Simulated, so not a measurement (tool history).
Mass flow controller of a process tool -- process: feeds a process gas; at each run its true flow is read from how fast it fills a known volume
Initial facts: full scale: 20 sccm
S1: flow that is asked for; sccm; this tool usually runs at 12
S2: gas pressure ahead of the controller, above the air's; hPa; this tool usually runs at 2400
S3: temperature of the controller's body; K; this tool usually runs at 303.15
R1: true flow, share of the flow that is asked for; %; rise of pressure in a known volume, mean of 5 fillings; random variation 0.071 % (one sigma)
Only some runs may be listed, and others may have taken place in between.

run,hour,S1,S2,S3,R1
1,0.0,12,2400,303.15,99.22
2,97.6,12,2400,304.15,99.18
3,192.7,12,2400,304.15,99.15
4,249.8,12,2400,304.15,99.19
5,331.3,12,2400,304.15,99.05
6,389.3,12,2400,304.15,99.13
7,438.7,3,2400,303.15,97.31
8,503.3,3,2400,303.15,97.28
9,583.2,12,2400,310.15,99.46
10,661.6,12,2400,310.15,99.53
11,763.7,12,2400,310.15,99.52
12,845.6,12,2400,302.15,98.90
13,903.1,12,2400,302.15,99.03
14,1001.1,6,2570,297.15,97.62
15,1083.7,6,2530,303.15,97.92
# hour 1089.3: controller's zero set anew
16,1176.3,3,2400,303.15,96.59
17,1220.4,3,2400,303.15,96.62
18,1276.6,14,2420,303.15,98.98
19,1365.0,14,2420,303.15,99.10
20,1451.9,2,2400,307.15,95.75
21,1554.2,2,2400,307.15,95.78
# hour 1644.7: controller's zero set anew, once more
22,1646.4,3,2210,307.15,98.03
23,1738.8,9,2400,303.15,98.72
24,1795.6,12,2360,303.15,99.07
25,1898.4,12,2360,303.15,98.90

Forecast each of these 4 alternatives for the next run:
A,1947.2,9,2400,303.15,?
B,1947.2,2,2400,297.15,?
C,1947.2,2,1510,311.15,?
D,1947.2,6,1850,295.15,?

run,R1
A,98.51
B,97.12
C,97.41
D,97.18
The same runs, with their run-to-run variation unchanged, on a tool lacking any hidden condition would have given:
run,R1
A,99.20
B,98.09
C,98.37
D,97.91
